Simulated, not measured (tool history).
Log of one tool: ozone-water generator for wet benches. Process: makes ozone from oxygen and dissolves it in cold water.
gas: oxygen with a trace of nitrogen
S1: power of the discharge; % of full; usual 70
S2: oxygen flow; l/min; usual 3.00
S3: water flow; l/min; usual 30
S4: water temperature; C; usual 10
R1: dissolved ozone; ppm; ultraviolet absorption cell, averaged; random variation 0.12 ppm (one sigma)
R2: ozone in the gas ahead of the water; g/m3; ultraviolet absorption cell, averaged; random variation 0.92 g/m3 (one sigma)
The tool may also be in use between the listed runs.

| run | day | S1 | S2 | S3 | S4 | R1 | R2 |
|---|---|---|---|---|---|---|---|
| 1 | 0.000 | 70 | 3.00 | 30 | 10 | 10.4 | 156.5 |
| 2 | 2.133 | 70 | 3.00 | 30 | 10 | 10.4 | 156.4 |
| 3 | 4.654 | 70 | 3.00 | 30 | 10 | 10.5 | 155.7 |
| 4 | 6.633 | 70 | 3.00 | 30 | 10 | 10.2 | 156.2 |
| 5 | 9.729 | 70 | 3.00 | 30 | 10 | 10.5 | 157.3 |
| 6 | 12.954 | 70 | 1.80 | 30 | 10 | 8.1 | 186.2 |
| 7 | 15.892 | 70 | 1.80 | 30 | 10 | 7.9 | 187.0 |
| 8 | 18.533 | 70 | 1.80 | 30 | 10 | 8.2 | 186.4 |
| 9 | 21.517 | 70 | 1.80 | 30 | 10 | 8.1 | 189.6 |
| 10 | 24.283 | 70 | 3.00 | 22 | 10 | 13.9 | 159.9 |
| 11 | 27.529 | 70 | 3.00 | 22 | 10 | 13.8 | 158.5 |
| 12 | 29.562 | 70 | 3.00 | 22 | 13 | 13.4 | 156.1 |
| 13 | 32.908 | 70 | 4.98 | 21 | 13 | 16.5 | 131.5 |
| 14 | 35.012 | 70 | 3.00 | 42 | 6 | 7.6 | 157.2 |
| 15 | 36.967 | 63 | 3.00 | 42 | 7 | 7.0 | 146.4 |
| 16 | 40.288 | 63 | 3.00 | 42 | 7 | 7.1 | 147.3 |
| 17 | 42.183 | 40 | 4.99 | 21 | 17 | 10.9 | 92.4 |
| 18 | 45.500 | 40 | 4.99 | 21 | 8 | 12.3 | 92.2 |
| 19 | 46.958 | 40 | 4.99 | 19 | 8 | 13.1 | 92.9 |
| 20 | 50.058 | 40 | 4.99 | 19 | 8 | 13.0 | 93.5 |
| 21 | 51.533 | 40 | 4.99 | 19 | 8 | 13.0 | 93.4 |
| 22 | 53.288 | 70 | 3.00 | 30 | 9 | 10.2 | 159.3 |

The same runs without the tool's hidden state, with the same run-to-run variation:
The hidden state here: yield of the discharge, % of new electrodes'; contactor's efficiency, % of a clean one's; true water temperature over the reading, C; drift of the gauge itself on ozone_ppm, %; drift of the gauge itself on gas_g_m3, %.
| run | R2 |
|---|---|
| 1 | 156.6 |
| 2 | 156.3 |
| 3 | 155.5 |
| 4 | 155.8 |
| 5 | 156.7 |
| 6 | 185.3 |
| 7 | 185.9 |
| 8 | 185.0 |
| 9 | 188.0 |
| 10 | 158.4 |
| 11 | 156.8 |
| 12 | 154.3 |
| 13 | 129.8 |
| 14 | 155.0 |
| 15 | 144.3 |
| 16 | 144.9 |
| 17 | 90.9 |
| 18 | 90.5 |
| 19 | 91.2 |
| 20 | 91.7 |
| 21 | 91.5 |
| 22 | 155.9 |
R1: within 0.1 ppm of the measured result in every run.

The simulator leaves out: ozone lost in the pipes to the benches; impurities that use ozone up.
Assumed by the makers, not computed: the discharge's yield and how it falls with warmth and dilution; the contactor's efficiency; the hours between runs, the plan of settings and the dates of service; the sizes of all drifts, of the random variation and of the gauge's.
